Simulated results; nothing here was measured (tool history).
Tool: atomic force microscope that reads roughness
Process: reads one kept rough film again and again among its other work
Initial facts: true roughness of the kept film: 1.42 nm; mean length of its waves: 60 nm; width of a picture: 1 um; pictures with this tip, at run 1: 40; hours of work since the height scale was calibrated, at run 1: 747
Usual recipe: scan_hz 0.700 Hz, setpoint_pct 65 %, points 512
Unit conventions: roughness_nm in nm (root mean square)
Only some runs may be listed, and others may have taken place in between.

run   hour  scan_hz  setpoint_pct  points  pictures with this tip  hours of work since the height scale was calibrated  roughness_nm
  1    0.0    0.700            65     512                      40                                                  747         1.366
  2   15.4    0.700            65     512                      61                                                  756         1.367
  3   45.0    0.700            65     512                     101                                                  773         1.367
  4   72.6    0.546            65     512                     139                                                  789         1.375
  5   98.4    0.573            65     512                     174                                                  804         1.373
  6  121.0    0.700            65     512                     204                                                  818         1.368
  7  147.7    0.700            65     512                     241                                                  833         1.367
     159.4  -- new tip fitted
  8  172.2    0.700            65     512                      17                                                  848         1.369
  9  205.2    0.700            65     293                      62                                                  867         1.365
 10  238.2    0.700            65     293                     107                                                  886         1.363
 11  260.4    2.451            81     287                     137                                                  899         1.124
 12  280.4    1.267            66     693                     165                                                  911         1.331
 13  311.1    1.267            66     693                     206                                                  929         1.332
 14  339.2    3.547            83     857                     245                                                  946         1.009
     349.5  -- new tip fitted
 15  365.3    0.665            62     583                      22                                                  961         1.375
 16  395.3    1.561            59     754                      62                                                  978         1.350
 17  426.4    0.812            59     685                     105                                                  997         1.375
 18  443.3    1.861            63     289                     128                                                 1007         1.314
 19  457.5    1.571            72     289                     147                                                 1015         1.276

Across each entry between runs, compare the hidden state at the last listed run before it with the hidden state at the first listed run after it:
Between runs 7 and 8: new tip fitted (hour 159.4)
  radius of the tip, nm: 5.5 -> 5.1
Between runs 14 and 15: new tip fitted (hour 349.5)
  radius of the tip, nm: 5.5 -> 5.1
